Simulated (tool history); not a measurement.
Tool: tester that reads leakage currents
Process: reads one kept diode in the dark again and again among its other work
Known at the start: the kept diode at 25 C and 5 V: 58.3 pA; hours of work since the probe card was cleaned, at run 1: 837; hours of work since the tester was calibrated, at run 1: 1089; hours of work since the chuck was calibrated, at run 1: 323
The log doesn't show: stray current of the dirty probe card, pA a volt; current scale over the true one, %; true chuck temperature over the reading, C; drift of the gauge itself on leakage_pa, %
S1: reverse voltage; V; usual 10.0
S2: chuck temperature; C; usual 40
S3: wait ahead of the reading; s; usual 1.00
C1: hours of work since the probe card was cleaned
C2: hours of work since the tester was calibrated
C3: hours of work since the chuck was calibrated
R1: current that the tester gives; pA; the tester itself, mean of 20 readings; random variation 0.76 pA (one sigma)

run 1 day=0.000 | S1=10.0 S2=40 S3=1.00 | C1=837 C2=1089 C3=323 | R1=266.14
run 2 day=2.900 | S1=10.0 S2=59 S3=1.00 | C1=890 C2=1142 C3=375 | R1=925.97
run 3 day=4.867 | S1=10.0 S2=39 S3=1.00 | C1=925 C2=1177 C3=411 | R1=251.40
run 4 day=7.146 | S1=10.0 S2=39 S3=1.00 | C1=966 C2=1218 C3=452 | R1=251.61
run 5 day=9.529 | S1=10.0 S2=39 S3=1.00 | C1=1009 C2=1262 C3=495 | R1=254.64
run 6 day=12.004 | S1=10.0 S2=39 S3=1.00 | C1=1054 C2=1306 C3=540 | R1=254.37
run 7 day=13.683 | S1=10.0 S2=40 S3=3.96 | C1=1084 C2=1337 C3=570 | R1=271.83
run 8 day=15.708 | S1=7.3 S2=41 S3=7.05 | C1=1121 C2=1373 C3=607 | R1=249.17
run 9 day=17.696 | S1=7.3 S2=41 S3=7.05 | C1=1157 C2=1409 C3=643 | R1=250.04
run 10 day=20.725 | S1=4.4 S2=25 S3=1.20 | C1=1212 C2=1464 C3=697 | R1=65.46
-- day=22.892 probe card cleaned and baked
run 11 day=23.871 | S1=16.0 S2=40 S3=1.52 | C1=18 C2=1519 C3=752 | R1=326.57
run 12 day=26.646 | S1=3.1 S2=36 S3=3.26 | C1=68 C2=1569 C3=802 | R1=113.06
run 13 day=28.871 | S1=3.1 S2=43 S3=0.32 | C1=108 C2=1609 C3=842 | R1=189.36

How the hidden state differs across the entries between the runs, from the last listed run before each to the first after it:
Between runs 10 and 11: probe card cleaned and baked (day 22.892)
  stray current of the dirty probe card, pA a volt: 1.733 -> 0.047; current scale over the true one, %: -0.63 -> -0.66; true chuck temperature over the reading, C: 0.56 -> 0.6
  measured less the result without the state, R1: +9.61 -> +12.04 pA
